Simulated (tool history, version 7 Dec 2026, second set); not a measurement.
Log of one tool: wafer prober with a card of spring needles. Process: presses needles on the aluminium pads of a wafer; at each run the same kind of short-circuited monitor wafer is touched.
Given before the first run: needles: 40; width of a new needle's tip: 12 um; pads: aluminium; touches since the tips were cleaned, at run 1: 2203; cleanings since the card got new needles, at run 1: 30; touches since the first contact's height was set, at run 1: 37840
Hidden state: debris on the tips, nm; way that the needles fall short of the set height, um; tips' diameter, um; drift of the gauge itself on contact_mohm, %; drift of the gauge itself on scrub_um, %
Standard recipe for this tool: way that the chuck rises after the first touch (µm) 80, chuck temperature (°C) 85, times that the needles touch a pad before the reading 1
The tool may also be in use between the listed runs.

| run | hour | way that the chuck rises after the first touch (µm) | chuck temperature (°C) | times that the needles touch a pad before the reading | touches since the tips were cleaned | cleanings since the card got new needles | touches since the first contact's height was set | resistance of one needle with its contact and lead (mohm) | way that a needle slides on the pad (µm) |
|---|---|---|---|---|---|---|---|---|---|
| 1 | 0 | 80 | 85 | 1 | 2203 | 30 | 37840 | 177 | 17.14 |
|  | 6.6 | tips cleaned on abrasive film |
| 2 | 13.2 | 80 | 85 | 1 | 3835 | 31 | 45519 | 177 | 17.12 |
|  | 16.5 | tips cleaned on abrasive film |
| 3 | 22.2 | 80 | 85 | 1 | 3341 | 32 | 50772 | 176 | 17.08 |
|  | 26.1 | tips cleaned on abrasive film |
| 4 | 29.9 | 80 | 85 | 1 | 2225 | 33 | 55258 | 175 | 17.08 |
|  | 35.9 | tips cleaned on abrasive film |
|  | 45.9 | tips cleaned on abrasive film |
| 5 | 47.6 | 71 | 85 | 1 | 980 | 35 | 65535 | 172 | 15.16 |
|  | 55.1 | tips cleaned on abrasive film |
| 6 | 56.9 | 71 | 38 | 1 | 1043 | 36 | 70954 | 165 | 15.11 |

Estimate the outcome of run 7 from the log above:
|  | 64.3 | tips cleaned on abrasive film |
| 7 | 64.3 | 63 | 50 | 1 | 0 | 37 | 75253 | ? | ? |

Run 7 produced resistance of one needle with its contact and lead (mohm) 162, way that a needle slides on the pad (µm) 13.38.
Without the tool's hidden state the same run would have given resistance of one needle with its contact and lead (mohm) 160, way that a needle slides on the pad (µm) 13.59.

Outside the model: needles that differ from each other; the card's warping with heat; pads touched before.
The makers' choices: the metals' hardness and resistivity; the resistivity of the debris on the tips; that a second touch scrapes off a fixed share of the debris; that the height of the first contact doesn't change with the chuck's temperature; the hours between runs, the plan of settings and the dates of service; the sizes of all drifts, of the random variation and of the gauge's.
